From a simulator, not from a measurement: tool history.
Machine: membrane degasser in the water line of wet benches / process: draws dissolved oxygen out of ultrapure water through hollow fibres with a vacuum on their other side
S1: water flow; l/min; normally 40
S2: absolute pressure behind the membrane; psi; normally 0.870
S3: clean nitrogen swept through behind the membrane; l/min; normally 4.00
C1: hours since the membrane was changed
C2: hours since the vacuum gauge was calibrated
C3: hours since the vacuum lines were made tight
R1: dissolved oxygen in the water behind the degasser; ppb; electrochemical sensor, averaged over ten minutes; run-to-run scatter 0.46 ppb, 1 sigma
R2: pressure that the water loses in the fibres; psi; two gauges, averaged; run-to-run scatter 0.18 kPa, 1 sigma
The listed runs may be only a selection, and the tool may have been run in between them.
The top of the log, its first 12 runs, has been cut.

run,hour,S1,S2,S3,C1,C2,C3,R1,R2
13,459.2,40,0.870,2.60,1453,3813,4919,109.4,5.962
14,501.7,40,0.870,4.00,1495,3855,4961,74.6,5.962
15,523.9,40,0.870,4.00,1517,3877,4984,75.4,6.005
16,556.5,40,0.870,4.00,1550,3910,5016,74.8,6.007
17,602.2,40,0.870,4.00,1596,3956,5062,75.4,6.016
18,636.3,52,2.141,2.07,1630,3990,5096,620.7,7.803
19,674.3,40,0.870,5.32,1668,4028,5134,58.2,6.010
# hour 677.2: vacuum gauge calibrated
20,697.0,25,0.611,5.31,1690,20,5156,18.0,3.735
21,732.2,25,0.611,5.31,1725,55,5191,17.9,3.771
22,760.8,53,0.799,4.22,1754,84,5220,84.3,7.935
23,807.9,53,0.799,4.22,1801,131,5267,84.6,7.983
24,859.9,40,0.870,1.67,1853,183,5319,171.8,6.005
25,908.5,40,0.870,5.02,1902,231,5368,64.8,6.032
26,935.9,40,0.870,5.02,1929,259,5395,64.3,6.034
27,969.4,40,0.870,5.02,1962,292,5429,64.5,6.007
# hour 991.1: vacuum gauge calibrated, once more
28,1007.7,30,0.870,11.31,2000,17,5466,19.7,4.501
29,1035.4,59,0.959,4.00,2028,44,5494,121.0,8.907
30,1088.2,29,1.514,3.42,2081,97,5547,146.1,4.413
31,1141.2,61,2.113,4.59,2134,150,5600,346.4,9.136

Forecast run 32:
32,1187.1,61,2.113,4.59,2180,196,5646,?,?

For run 32 the tool returned R1 348.0 ppb, R2 9.217 psi.
Minus the tool's unlogged condition, the same run would have read R1 343.7 ppb, R2 9.062 psi.
